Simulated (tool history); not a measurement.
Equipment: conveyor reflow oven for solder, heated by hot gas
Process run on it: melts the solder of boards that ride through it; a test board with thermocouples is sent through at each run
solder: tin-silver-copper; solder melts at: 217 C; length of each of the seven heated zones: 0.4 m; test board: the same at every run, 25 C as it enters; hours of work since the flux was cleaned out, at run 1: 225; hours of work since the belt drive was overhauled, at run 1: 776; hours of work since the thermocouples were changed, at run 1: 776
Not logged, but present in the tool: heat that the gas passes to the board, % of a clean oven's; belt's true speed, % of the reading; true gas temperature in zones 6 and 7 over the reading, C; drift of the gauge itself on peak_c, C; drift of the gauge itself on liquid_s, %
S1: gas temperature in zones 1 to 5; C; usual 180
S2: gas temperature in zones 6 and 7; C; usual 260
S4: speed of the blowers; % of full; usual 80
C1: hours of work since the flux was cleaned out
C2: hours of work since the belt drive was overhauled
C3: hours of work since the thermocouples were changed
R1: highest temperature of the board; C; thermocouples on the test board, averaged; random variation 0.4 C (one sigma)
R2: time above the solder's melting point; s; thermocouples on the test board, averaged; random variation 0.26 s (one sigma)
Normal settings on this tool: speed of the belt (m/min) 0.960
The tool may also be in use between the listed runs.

run 1 hour=0.0 | S1=180 S2=260 speed_of_the_belt_(m/min)=0.960 S4=80 | C1=225 C2=776 C3=776 | R1=247.9 R2=36.1
run 2 hour=49.9 | S1=180 S2=260 speed_of_the_belt_(m/min)=0.960 S4=80 | C1=261 C2=812 C3=812 | R1=248.0 R2=36.8
run 3 hour=88.0 | S1=180 S2=260 speed_of_the_belt_(m/min)=0.960 S4=80 | C1=288 C2=839 C3=839 | R1=247.8 R2=36.4
run 4 hour=164.2 | S1=180 S2=260 speed_of_the_belt_(m/min)=0.960 S4=80 | C1=343 C2=894 C3=894 | R1=247.6 R2=36.4
run 5 hour=221.0 | S1=180 S2=260 speed_of_the_belt_(m/min)=0.960 S4=80 | C1=384 C2=935 C3=935 | R1=247.8 R2=36.4
run 6 hour=290.5 | S1=180 S2=260 speed_of_the_belt_(m/min)=0.960 S4=80 | C1=435 C2=985 C3=985 | R1=247.6 R2=36.1
run 7 hour=331.0 | S1=180 S2=260 speed_of_the_belt_(m/min)=0.960 S4=80 | C1=464 C2=1015 C3=1015 | R1=247.0 R2=36.0
-- hour=359.2 belt drive overhauled, speed set with a stopwatch
-- hour=383.7 flux residue cleaned out of gas plates and filters
-- hour=406.0 thermocouples of zones 6 and 7 changed
run 8 hour=414.5 | S1=180 S2=260 speed_of_the_belt_(m/min)=0.960 S4=80 | C1=21 C2=35 C3=6 | R1=241.3 R2=31.8
run 9 hour=492.0 | S1=180 S2=260 speed_of_the_belt_(m/min)=0.960 S4=80 | C1=77 C2=91 C3=62 | R1=241.1 R2=31.3
run 10 hour=530.9 | S1=180 S2=260 speed_of_the_belt_(m/min)=0.960 S4=80 | C1=105 C2=119 C3=90 | R1=240.8 R2=31.4
run 11 hour=586.9 | S1=180 S2=260 speed_of_the_belt_(m/min)=0.960 S4=80 | C1=145 C2=159 C3=131 | R1=240.6 R2=31.2
run 12 hour=633.7 | S1=180 S2=260 speed_of_the_belt_(m/min)=0.960 S4=80 | C1=179 C2=193 C3=164 | R1=240.6 R2=31.0
run 13 hour=692.7 | S1=180 S2=260 speed_of_the_belt_(m/min)=0.960 S4=62 | C1=222 C2=236 C3=207 | R1=236.0 R2=26.4
run 14 hour=731.6 | S1=180 S2=260 speed_of_the_belt_(m/min)=0.960 S4=62 | C1=250 C2=264 C3=235 | R1=236.1 R2=26.4
-- hour=742.6 flux residue cleaned out of gas plates and filters, once more
run 15 hour=805.5 | S1=180 S2=260 speed_of_the_belt_(m/min)=0.960 S4=62 | C1=45 C2=313 C3=285 | R1=240.6 R2=31.4
run 16 hour=843.3 | S1=171 S2=262 speed_of_the_belt_(m/min)=0.960 S4=80 | C1=73 C2=341 C3=312 | R1=245.8 R2=33.6
run 17 hour=881.5 | S1=171 S2=257 speed_of_the_belt_(m/min)=0.859 S4=80 | C1=100 C2=368 C3=340 | R1=245.0 R2=37.2
run 18 hour=941.8 | S1=169 S2=274 speed_of_the_belt_(m/min)=0.910 S4=71 | C1=144 C2=412 C3=383 | R1=254.9 R2=38.9
run 19 hour=986.2 | S1=187 S2=251 speed_of_the_belt_(m/min)=0.960 S4=80 | C1=176 C2=444 C3=415 | R1=239.8 R2=33.9
run 20 hour=1038.8 | S1=177 S2=260 speed_of_the_belt_(m/min)=1.096 S4=54 | C1=214 C2=482 C3=453 | R1=232.1 R2=18.8
run 21 hour=1071.2 | S1=171 S2=266 speed_of_the_belt_(m/min)=0.960 S4=67 | C1=237 C2=505 C3=477 | R1=245.0 R2=31.9
run 22 hour=1131.9 | S1=171 S2=266 speed_of_the_belt_(m/min)=0.960 S4=67 | C1=281 C2=549 C3=520 | R1=245.2 R2=32.0

The next listed run, before its measurement:
run 23 hour=1190.3 | S1=171 S2=266 speed_of_the_belt_(m/min)=0.960 S4=67 | C1=323 C2=591 C3=563 | R1=? R2=?

{"run 23": {"R1": 245.2, "R2": 31.4}}
Were there no unlogged condition in the tool, this run, its random variation unchanged, would have produced R1 245.8 C, R2 31.9 s.

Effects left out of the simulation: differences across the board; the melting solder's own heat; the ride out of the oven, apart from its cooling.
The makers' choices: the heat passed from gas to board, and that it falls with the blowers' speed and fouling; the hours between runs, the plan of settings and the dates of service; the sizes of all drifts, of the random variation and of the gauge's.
